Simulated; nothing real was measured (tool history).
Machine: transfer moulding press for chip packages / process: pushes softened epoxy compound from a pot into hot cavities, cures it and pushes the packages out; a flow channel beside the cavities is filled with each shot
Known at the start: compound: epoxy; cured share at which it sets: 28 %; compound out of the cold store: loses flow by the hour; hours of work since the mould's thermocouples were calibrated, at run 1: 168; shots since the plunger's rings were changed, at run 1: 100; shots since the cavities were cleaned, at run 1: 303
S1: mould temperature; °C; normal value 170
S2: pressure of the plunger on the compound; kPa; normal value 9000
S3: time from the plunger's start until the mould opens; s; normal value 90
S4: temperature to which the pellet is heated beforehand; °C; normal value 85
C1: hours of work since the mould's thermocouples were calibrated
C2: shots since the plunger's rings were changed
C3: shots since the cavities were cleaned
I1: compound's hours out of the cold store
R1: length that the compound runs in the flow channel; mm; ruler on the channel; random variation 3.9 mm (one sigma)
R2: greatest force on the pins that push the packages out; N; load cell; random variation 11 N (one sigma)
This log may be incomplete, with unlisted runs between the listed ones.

| run | day | S1 | S2 | S3 | S4 | C1 | C2 | C3 | I1 | R1 | R2 |
|---|---|---|---|---|---|---|---|---|---|---|---|
| 1 | 0.000 | 170 | 9000 | 90 | 85 | 168 | 100 | 303 | 41.2 | 818 | 748 |
|  | 0.571 | cavities cleaned with cleaning compound and waxed |
|  | 1.983 | cavities cleaned with cleaning compound and waxed |
| 2 | 2.167 | 170 | 9000 | 90 | 85 | 204 | 753 | 59 | 23.2 | 875 | 565 |
|  | 3.425 | cavities cleaned with cleaning compound and waxed |
|  | 4.904 | cavities cleaned with cleaning compound and waxed |
| 3 | 5.825 | 170 | 9000 | 90 | 85 | 266 | 1884 | 295 | 9.3 | 914 | 780 |
|  | 6.350 | cavities cleaned with cleaning compound and waxed |
| 4 | 7.550 | 170 | 9000 | 90 | 85 | 296 | 2414 | 384 | 40.0 | 806 | 772 |
|  | 7.871 | cavities cleaned with cleaning compound and waxed |
|  | 9.200 | cavities cleaned with cleaning compound and waxed |
| 5 | 9.304 | 170 | 9000 | 90 | 85 | 324 | 2936 | 34 | 46.7 | 782 | 507 |
|  | 10.708 | cavities cleaned with cleaning compound and waxed |
|  | 12.146 | cavities cleaned with cleaning compound and waxed |
| 6 | 13.171 | 170 | 9000 | 90 | 85 | 391 | 4132 | 327 | 28.6 | 825 | 760 |
|  | 13.733 | cavities cleaned with cleaning compound and waxed |
|  | 15.208 | cavities cleaned with cleaning compound and waxed |
|  | 16.192 | plunger's sealing rings changed |
|  | 16.708 | cavities cleaned with cleaning compound and waxed |
| 7 | 17.200 | 170 | 9000 | 90 | 85 | 457 | 302 | 157 | 20.0 | 895 | 645 |
|  | 18.108 | cavities cleaned with cleaning compound and waxed |
|  | 19.596 | cavities cleaned with cleaning compound and waxed |
| 8 | 19.879 | 170 | 9000 | 90 | 85 | 502 | 1119 | 90 | 43.4 | 805 | 580 |
|  | 21.050 | cavities cleaned with cleaning compound and waxed |
| 9 | 21.708 | 170 | 9000 | 90 | 85 | 533 | 1684 | 210 | 21.4 | 873 | 661 |
|  | 22.608 | cavities cleaned with cleaning compound and waxed |
| 10 | 23.562 | 170 | 9000 | 90 | 85 | 565 | 2257 | 305 | 23.5 | 863 | 705 |
|  | 24.229 | cavities cleaned with cleaning compound and waxed |
|  | 24.946 | mould's thermocouples calibrated |
|  | 25.792 | cavities cleaned with cleaning compound and waxed |
|  | 27.271 | cavities cleaned with cleaning compound and waxed |
| 11 | 27.654 | 170 | 9000 | 90 | 85 | 46 | 3479 | 123 | 13.9 | 885 | 657 |

Run 12 comes next. What will it give?
|  | 28.754 | cavities cleaned with cleaning compound and waxed |
|  | 30.129 | cavities cleaned with cleaning compound and waxed |
| 12 | 30.225 | 170 | 9000 | 90 | 85 | 89 | 4261 | 31 | 25.9 | ? | ? |

Run 12 gave R1 835 mm, R2 529 N.
Had the tool carried no hidden state, the very same run would have given R1 875 mm, R2 508 N.

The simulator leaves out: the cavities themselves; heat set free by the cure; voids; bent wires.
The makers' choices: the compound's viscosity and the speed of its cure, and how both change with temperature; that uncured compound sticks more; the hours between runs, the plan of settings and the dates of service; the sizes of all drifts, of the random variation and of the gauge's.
